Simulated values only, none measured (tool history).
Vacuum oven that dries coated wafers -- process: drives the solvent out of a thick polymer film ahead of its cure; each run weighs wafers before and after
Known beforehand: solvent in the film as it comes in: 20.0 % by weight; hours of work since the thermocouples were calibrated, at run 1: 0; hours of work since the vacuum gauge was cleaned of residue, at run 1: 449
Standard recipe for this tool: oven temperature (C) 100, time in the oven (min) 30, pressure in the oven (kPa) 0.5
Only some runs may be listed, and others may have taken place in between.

run     day  oven temperature (C)  time in the oven (min)  pressure in the oven (kPa)  hours of work since the thermocouples were calibrated  hours of work since the vacuum gauge was cleaned of residue  solvent left in the film (%)
  1       0                   100                      30                         0.5                                                      0                                                          449                          2.07
  2   1.267                   100                      30                         0.5                                                     22                                                          470                          1.99
  3   2.488                   100                      30                       1.541                                                     43                                                          491                          2.74
  4   3.862                   100                      30                       1.541                                                     66                                                          515                          2.77
  5   5.525                   100                      30                       1.541                                                     95                                                          543                          2.74
  6   6.517                   100                      30                       1.541                                                    112                                                          560                          2.83
  7   7.296                   100                      30                       1.541                                                    125                                                          574                          2.73
  8   8.021                   113                      30                       0.884                                                    137                                                          586                          0.39
  9   9.512                   113                      30                       0.884                                                    163                                                          612                          0.54
 10  10.833                   113                      30                       0.884                                                    186                                                          634                          0.56
 11  12.471                   100                      30                       0.555                                                    214                                                          662                          2.11
 12  13.571                    91                      29                       1.522                                                    232                                                          681                          6.38

4 options for the next run, each taken on its own from the tool as it stands now. Forecast them:
  A  14.721                   109                      29                       1.522                                                    252                                                          701                             ?
  B  14.721                   100                      41                       0.272                                                    252                                                          701                             ?
  C  14.721                   114                      50                         0.5                                                    252                                                          701                             ?
  D  14.721                    91                      16                       1.363                                                    252                                                          701                             ?

run  solvent left in the film (%)
  A                          1.04
  B                          0.95
  C                           0.2
  D                          9.42
Take away the tool's hidden state, keep each run's random variation, and the runs would have read:
run  solvent left in the film (%)
  A                          1.03
  B                          0.94
  C                           0.2
  D                           9.4
